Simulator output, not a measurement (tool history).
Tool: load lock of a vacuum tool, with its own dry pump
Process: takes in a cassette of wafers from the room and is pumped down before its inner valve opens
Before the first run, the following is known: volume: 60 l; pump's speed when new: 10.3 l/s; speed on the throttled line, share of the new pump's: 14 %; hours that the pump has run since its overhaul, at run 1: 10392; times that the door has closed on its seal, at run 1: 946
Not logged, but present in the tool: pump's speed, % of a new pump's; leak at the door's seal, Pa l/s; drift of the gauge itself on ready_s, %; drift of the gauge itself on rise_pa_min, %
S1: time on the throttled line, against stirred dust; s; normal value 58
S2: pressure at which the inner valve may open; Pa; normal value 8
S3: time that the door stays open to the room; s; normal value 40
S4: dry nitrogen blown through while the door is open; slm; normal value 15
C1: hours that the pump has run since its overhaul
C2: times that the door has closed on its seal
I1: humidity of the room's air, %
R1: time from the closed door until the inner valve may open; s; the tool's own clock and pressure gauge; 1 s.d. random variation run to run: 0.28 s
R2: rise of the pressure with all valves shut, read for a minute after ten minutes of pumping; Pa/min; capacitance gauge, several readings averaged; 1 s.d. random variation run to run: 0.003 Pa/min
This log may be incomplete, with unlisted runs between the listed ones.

{"run": 1, "hour": 0.0, "S1": 58, "S2": 8, "S3": 40, "S4": 15, "C1": 10392, "C2": 946, "I1": 43.0, "R1": 105.6, "R2": 0.035}
{"run": 2, "hour": 380.2, "S1": 58, "S2": 8, "S3": 40, "S4": 15, "C1": 10773, "C2": 1460, "I1": 46.6, "R1": 105.6, "R2": 0.035}
{"run": 3, "hour": 613.0, "S1": 58, "S2": 8, "S3": 40, "S4": 15, "C1": 11005, "C2": 1776, "I1": 45.0, "R1": 105.1, "R2": 0.023}
{"run": 4, "hour": 974.2, "S1": 58, "S2": 8, "S3": 40, "S4": 15, "C1": 11367, "C2": 2265, "I1": 49.5, "R1": 105.2, "R2": 0.033}
{"run": 5, "hour": 1314.9, "S1": 58, "S2": 9, "S3": 40, "S4": 15, "C1": 11707, "C2": 2726, "I1": 47.2, "R1": 104.7, "R2": 0.03}
{"run": 6, "hour": 1743.9, "S1": 58, "S2": 9, "S3": 40, "S4": 15, "C1": 12136, "C2": 3307, "I1": 44.3, "R1": 104.9, "R2": 0.029}
{"run": 7, "hour": 2170.7, "S1": 58, "S2": 9, "S3": 40, "S4": 15, "C1": 12563, "C2": 3885, "I1": 44.5, "R1": 104.5, "R2": 0.024}
{"run": 8, "hour": 2595.5, "S1": 58, "S2": 9, "S3": 40, "S4": 15, "C1": 12988, "C2": 4460, "I1": 45.4, "R1": 105.3, "R2": 0.028}
{"run": 9, "hour": 3052.8, "S1": 58, "S2": 8, "S3": 33, "S4": 15, "C1": 13445, "C2": 5080, "I1": 41.8, "R1": 105.8, "R2": 0.031}
{"run": 10, "hour": 3404.5, "S1": 58, "S2": 9, "S3": 40, "S4": 31, "C1": 13797, "C2": 5556, "I1": 40.7, "R1": 105.1, "R2": 0.02}
{"run": 11, "hour": 3822.7, "S1": 58, "S2": 9, "S3": 40, "S4": 31, "C1": 14215, "C2": 6122, "I1": 47.9, "R1": 104.8, "R2": 0.028}
{"run": 12, "hour": 4197.8, "S1": 58, "S2": 11, "S3": 121, "S4": 26, "C1": 14590, "C2": 6630, "I1": 44.4, "R1": 103.1, "R2": 0.039}
{"run": 13, "hour": 4488.8, "S1": 94, "S2": 15, "S3": 40, "S4": 15, "C1": 14881, "C2": 7024, "I1": 44.2, "R1": 132.2, "R2": 0.028}
{"run": 14, "hour": 4696.9, "S1": 61, "S2": 12, "S3": 40, "S4": 42, "C1": 15089, "C2": 7306, "I1": 47.8, "R1": 104.7, "R2": 0.017}
{"run": 15, "hour": 4913.1, "S1": 61, "S2": 12, "S3": 40, "S4": 42, "C1": 15305, "C2": 7599, "I1": 44.4, "R1": 105.8, "R2": 0.017}

What will run 16 give?
{"run": 16, "hour": 5266.6, "S1": 58, "S2": 13, "S3": 40, "S4": 4, "C1": 15659, "C2": 8077, "I1": 44.5, "R1": "?", "R2": "?"}

{"run 16": {"R1": 102.2, "R2": 0.045}}
With no hidden state in the tool, this same run would have given R1 102.1 s, R2 0.045 Pa/min.
